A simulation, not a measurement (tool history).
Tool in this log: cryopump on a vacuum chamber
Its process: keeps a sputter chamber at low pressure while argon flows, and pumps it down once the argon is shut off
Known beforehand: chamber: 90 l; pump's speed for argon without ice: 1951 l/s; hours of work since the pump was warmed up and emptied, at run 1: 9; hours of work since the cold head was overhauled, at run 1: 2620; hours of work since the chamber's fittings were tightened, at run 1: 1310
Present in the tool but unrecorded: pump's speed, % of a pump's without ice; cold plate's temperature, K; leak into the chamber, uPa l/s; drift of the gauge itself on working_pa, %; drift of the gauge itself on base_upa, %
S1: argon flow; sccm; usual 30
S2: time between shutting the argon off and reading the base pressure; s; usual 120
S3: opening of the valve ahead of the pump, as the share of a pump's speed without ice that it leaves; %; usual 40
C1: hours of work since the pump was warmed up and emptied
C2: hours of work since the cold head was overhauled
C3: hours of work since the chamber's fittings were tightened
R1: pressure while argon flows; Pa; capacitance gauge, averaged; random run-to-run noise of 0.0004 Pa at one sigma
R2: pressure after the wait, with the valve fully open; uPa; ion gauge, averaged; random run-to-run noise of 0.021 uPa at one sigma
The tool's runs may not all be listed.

{"run": 1, "hour": 0.0, "S1": 30, "S2": 120, "S3": 40, "C1": 9, "C2": 2620, "C3": 1310, "R1": 0.0658, "R2": 0.96}
{"run": 2, "hour": 40.5, "S1": 14, "S2": 120, "S3": 40, "C1": 44, "C2": 2655, "C3": 1345, "R1": 0.0305, "R2": 1.06}
{"run": 3, "hour": 111.9, "S1": 22, "S2": 120, "S3": 40, "C1": 106, "C2": 2717, "C3": 1407, "R1": 0.0487, "R2": 1.11}
{"run": 4, "hour": 194.5, "S1": 22, "S2": 120, "S3": 40, "C1": 178, "C2": 2789, "C3": 1479, "R1": 0.0496, "R2": 1.18}
{"run": 5, "hour": 234.1, "S1": 22, "S2": 120, "S3": 40, "C1": 212, "C2": 2823, "C3": 1513, "R1": 0.049, "R2": 1.17}
{"run": 6, "hour": 304.2, "S1": 22, "S2": 120, "S3": 40, "C1": 273, "C2": 2884, "C3": 1574, "R1": 0.05, "R2": 1.23}
{"run": 7, "hour": 350.1, "S1": 22, "S2": 120, "S3": 40, "C1": 313, "C2": 2924, "C3": 1614, "R1": 0.05, "R2": 1.31}
{"run": 8, "hour": 430.8, "S1": 22, "S2": 120, "S3": 16, "C1": 383, "C2": 2994, "C3": 1684, "R1": 0.1216, "R2": 1.35}
{"hour": 465.4, "done": "pump warmed up, emptied and cooled again"}
{"run": 9, "hour": 492.2, "S1": 13, "S2": 120, "S3": 40, "C1": 23, "C2": 3043, "C3": 1733, "R1": 0.0289, "R2": 1.3}
{"run": 10, "hour": 569.1, "S1": 13, "S2": 120, "S3": 40, "C1": 90, "C2": 3110, "C3": 1800, "R1": 0.0288, "R2": 1.32}
{"run": 11, "hour": 638.2, "S1": 13, "S2": 120, "S3": 40, "C1": 150, "C2": 3170, "C3": 1860, "R1": 0.0283, "R2": 1.38}
{"run": 12, "hour": 695.3, "S1": 13, "S2": 120, "S3": 40, "C1": 200, "C2": 3219, "C3": 1910, "R1": 0.0296, "R2": 1.44}
{"run": 13, "hour": 775.5, "S1": 13, "S2": 120, "S3": 40, "C1": 269, "C2": 3289, "C3": 1979, "R1": 0.0292, "R2": 1.47}
{"run": 14, "hour": 827.0, "S1": 13, "S2": 120, "S3": 40, "C1": 314, "C2": 3334, "C3": 2024, "R1": 0.0299, "R2": 1.52}
{"run": 15, "hour": 898.1, "S1": 30, "S2": 120, "S3": 40, "C1": 376, "C2": 3395, "C3": 2086, "R1": 0.0698, "R2": 1.63}
{"hour": 937.7, "done": "pump warmed up, emptied and cooled again"}
{"run": 16, "hour": 962.7, "S1": 34, "S2": 120, "S3": 40, "C1": 22, "C2": 3447, "C3": 2138, "R1": 0.0743, "R2": 1.46}
{"run": 17, "hour": 1000.9, "S1": 30, "S2": 28, "S3": 40, "C1": 55, "C2": 3480, "C3": 2171, "R1": 0.0664, "R2": 2.23}
{"run": 18, "hour": 1059.7, "S1": 19, "S2": 61, "S3": 51, "C1": 106, "C2": 3531, "C3": 2222, "R1": 0.0331, "R2": 1.73}
{"run": 19, "hour": 1136.9, "S1": 19, "S2": 29, "S3": 23, "C1": 173, "C2": 3599, "C3": 2289, "R1": 0.0727, "R2": 2.26}
{"run": 20, "hour": 1185.0, "S1": 28, "S2": 37, "S3": 40, "C1": 215, "C2": 3640, "C3": 2331, "R1": 0.0635, "R2": 2.14}
{"run": 21, "hour": 1250.6, "S1": 28, "S2": 39, "S3": 38, "C1": 272, "C2": 3697, "C3": 2388, "R1": 0.067, "R2": 2.12}
{"run": 22, "hour": 1324.6, "S1": 22, "S2": 112, "S3": 40, "C1": 336, "C2": 3762, "C3": 2452, "R1": 0.0503, "R2": 1.78}
{"run": 23, "hour": 1381.5, "S1": 30, "S2": 29, "S3": 19, "C1": 385, "C2": 3811, "C3": 2502, "R1": 0.1403, "R2": 2.46}
{"hour": 1410.4, "done": "pump warmed up, emptied and cooled again"}
{"run": 24, "hour": 1439.4, "S1": 16, "S2": 120, "S3": 22, "C1": 25, "C2": 3857, "C3": 2548, "R1": 0.063, "R2": 1.55}
{"run": 25, "hour": 1474.3, "S1": 30, "S2": 130, "S3": 40, "C1": 56, "C2": 3887, "C3": 2578, "R1": 0.0664, "R2": 1.67}
{"run": 26, "hour": 1545.5, "S1": 15, "S2": 67, "S3": 31, "C1": 117, "C2": 3949, "C3": 2640, "R1": 0.0428, "R2": 1.91}
{"run": 27, "hour": 1616.1, "S1": 15, "S2": 67, "S3": 31, "C1": 179, "C2": 4011, "C3": 2701, "R1": 0.0428, "R2": 1.95}
{"run": 28, "hour": 1663.1, "S1": 30, "S2": 77, "S3": 40, "C1": 220, "C2": 4051, "C3": 2742, "R1": 0.067, "R2": 1.97}
{"run": 29, "hour": 1706.5, "S1": 57, "S2": 88, "S3": 37, "C1": 257, "C2": 4089, "C3": 2780, "R1": 0.1391, "R2": 2.05}
{"run": 30, "hour": 1778.6, "S1": 29, "S2": 119, "S3": 37, "C1": 320, "C2": 4152, "C3": 2842, "R1": 0.0706, "R2": 2.0}
{"run": 31, "hour": 1831.9, "S1": 30, "S2": 217, "S3": 17, "C1": 366, "C2": 4198, "C3": 2889, "R1": 0.1565, "R2": 1.9}
{"hour": 1886.5, "done": "pump warmed up, emptied and cooled again"}
{"hour": 1896.0, "done": "leaking fittings of the chamber tightened, without venting"}
{"run": 32, "hour": 1905.1, "S1": 26, "S2": 282, "S3": 37, "C1": 14, "C2": 4255, "C3": 8, "R1": 0.0618, "R2": 0.27}
{"run": 33, "hour": 1959.3, "S1": 15, "S2": 177, "S3": 18, "C1": 61, "C2": 4303, "C3": 55, "R1": 0.0735, "R2": 0.39}

Below, some changes in R1 between adjacent runs. For each, the amount present without the hidden state too (settings, incoming material, random variation) and the amount remaining for the hidden state with gauge scatter not shared by both compared results:
Run 8 -> 9: S1 22 -> 13, S3 16 -> 40, pump warmed up, emptied and cooled again. R1 -0.0927 Pa: hidden state -0.0025, all else -0.0902.
Run 15 -> 16: S1 30 -> 34, pump warmed up, emptied and cooled again. R1 +0.0045 Pa: hidden state -0.0040, all else +0.0085.
Run 22 -> 23: S1 22 -> 30, S2 112 -> 29, S3 40 -> 19. R1 +0.0900 Pa: hidden state +0.0016, all else +0.0884.
Run 23 -> 24: S1 30 -> 16, S2 29 -> 120, S3 19 -> 22, pump warmed up, emptied and cooled again. R1 -0.0773 Pa: hidden state -0.0039, all else -0.0734.
Run 28 -> 29: S1 30 -> 57, S2 77 -> 88, S3 40 -> 37. R1 +0.0721 Pa: hidden state +0.0032, all else +0.0689.
Run 31 -> 32: S1 30 -> 26, S2 217 -> 282, S3 17 -> 37, pump warmed up, emptied and cooled again, leaking fittings of the chamber tightened, without venting. R1 -0.0947 Pa: hidden state -0.0032, all else -0.0915.
